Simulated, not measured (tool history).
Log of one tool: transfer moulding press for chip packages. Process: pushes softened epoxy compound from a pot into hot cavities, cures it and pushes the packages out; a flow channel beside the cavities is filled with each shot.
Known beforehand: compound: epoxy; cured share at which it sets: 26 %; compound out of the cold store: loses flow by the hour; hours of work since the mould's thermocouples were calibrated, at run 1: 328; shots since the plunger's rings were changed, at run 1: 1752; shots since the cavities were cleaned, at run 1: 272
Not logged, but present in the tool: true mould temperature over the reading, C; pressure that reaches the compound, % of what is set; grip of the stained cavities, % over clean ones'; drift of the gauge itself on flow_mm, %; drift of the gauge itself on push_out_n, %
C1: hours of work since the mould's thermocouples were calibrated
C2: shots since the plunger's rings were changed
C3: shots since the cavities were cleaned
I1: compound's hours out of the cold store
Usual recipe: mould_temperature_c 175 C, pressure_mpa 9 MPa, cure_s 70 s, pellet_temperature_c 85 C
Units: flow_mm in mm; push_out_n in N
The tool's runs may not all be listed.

Run 1, hour 0: usual settings; C1 328; C2 1752; C3 272; I1 37.2. Result: flow_mm 488 mm, push_out_n 924 N.
Run 2, hour 25.6: usual settings; C1 340; C2 2022; C3 542; I1 20.1. Result: flow_mm 515.9 mm, push_out_n 1174 N.
Run 3, hour 47.7: usual settings; C1 351; C2 2254; C3 774; I1 10.4. Result: flow_mm 534.3 mm, push_out_n 1313 N.
At hour 56.9: cavities cleaned with cleaning compound and waxed.
Run 4, hour 60: usual settings; C1 356; C2 2369; C3 33; I1 31.6. Result: flow_mm 492.9 mm, push_out_n 680 N.
Run 5, hour 74.6: usual settings; C1 364; C2 2523; C3 187; I1 16.2. Result: flow_mm 520 mm, push_out_n 876 N.
Run 6, hour 99: usual settings; C1 375; C2 2779; C3 443; I1 19.6. Result: flow_mm 514.1 mm, push_out_n 1093 N.
Run 7, hour 114.6: usual settings but pressure_mpa 9.68 MPa, pellet_temperature_c 84 C; C1 383; C2 2944; C3 608; I1 43.6. Result: flow_mm 487.5 mm, push_out_n 1128 N.
Run 8, hour 133.9: usual settings but pressure_mpa 9.68 MPa, pellet_temperature_c 84 C; C1 393; C2 3148; C3 812; I1 27.3. Result: flow_mm 517.4 mm, push_out_n 1263 N.
At hour 139.7: cavities cleaned with cleaning compound and waxed.
Run 9, hour 151.2: usual settings but pressure_mpa 9.68 MPa, pellet_temperature_c 84 C; C1 400; C2 3314; C3 122; I1 12.9. Result: flow_mm 543 mm, push_out_n 818 N.
At hour 156.8: plunger's sealing rings changed.
Run 10, hour 164.9: usual settings but mould_temperature_c 174 C, pressure_mpa 9.39 MPa; C1 406; C2 85; C3 240; I1 23.1. Result: flow_mm 534.7 mm, push_out_n 1037 N.
Run 11, hour 180.2: usual settings but mould_temperature_c 176 C, pressure_mpa 9.73 MPa, pellet_temperature_c 82 C; C1 413; C2 246; C3 401; I1 45. Result: flow_mm 500.1 mm, push_out_n 1000 N.

Branching from run 11: 5 alternative next runs. What would each branch give?
Run A, hour 201.6: usual settings but mould_temperature_c 176 C, pressure_mpa 9.71 MPa, cure_s 56 s, pellet_temperature_c 86 C; C1 424; C2 472; C3 627; I1 39.8. Result: flow_mm ?, push_out_n ?.
Run B, hour 201.6: usual settings but mould_temperature_c 176 C, pressure_mpa 9.73 MPa, cure_s 97 s, pellet_temperature_c 88 C; C1 424; C2 472; C3 627; I1 32.2. Result: flow_mm ?, push_out_n ?.
Run C, hour 201.6: usual settings but mould_temperature_c 176 C, pressure_mpa 9.73 MPa, cure_s 79 s, pellet_temperature_c 82 C; C1 424; C2 472; C3 627; I1 47.1. Result: flow_mm ?, push_out_n ?.
Run D, hour 201.6: usual settings but mould_temperature_c 169 C, pressure_mpa 9.73 MPa, pellet_temperature_c 82 C; C1 424; C2 472; C3 627; I1 41.6. Result: flow_mm ?, push_out_n ?.
Run E, hour 201.6: usual settings but mould_temperature_c 173 C, cure_s 57 s; C1 424; C2 472; C3 627; I1 35.2. Result: flow_mm ?, push_out_n ?.

run  flow_mm  push_out_n
  A      506        1979
  B    523.1         829
  C    496.2         919
  D    522.2        1849
  E    502.3        2445
With no hidden state in the tool, these same runs would have given:
run  flow_mm  push_out_n
  A    507.9        1010
  B      525         436
  C      498         477
  D      524         943
  E      504        1256

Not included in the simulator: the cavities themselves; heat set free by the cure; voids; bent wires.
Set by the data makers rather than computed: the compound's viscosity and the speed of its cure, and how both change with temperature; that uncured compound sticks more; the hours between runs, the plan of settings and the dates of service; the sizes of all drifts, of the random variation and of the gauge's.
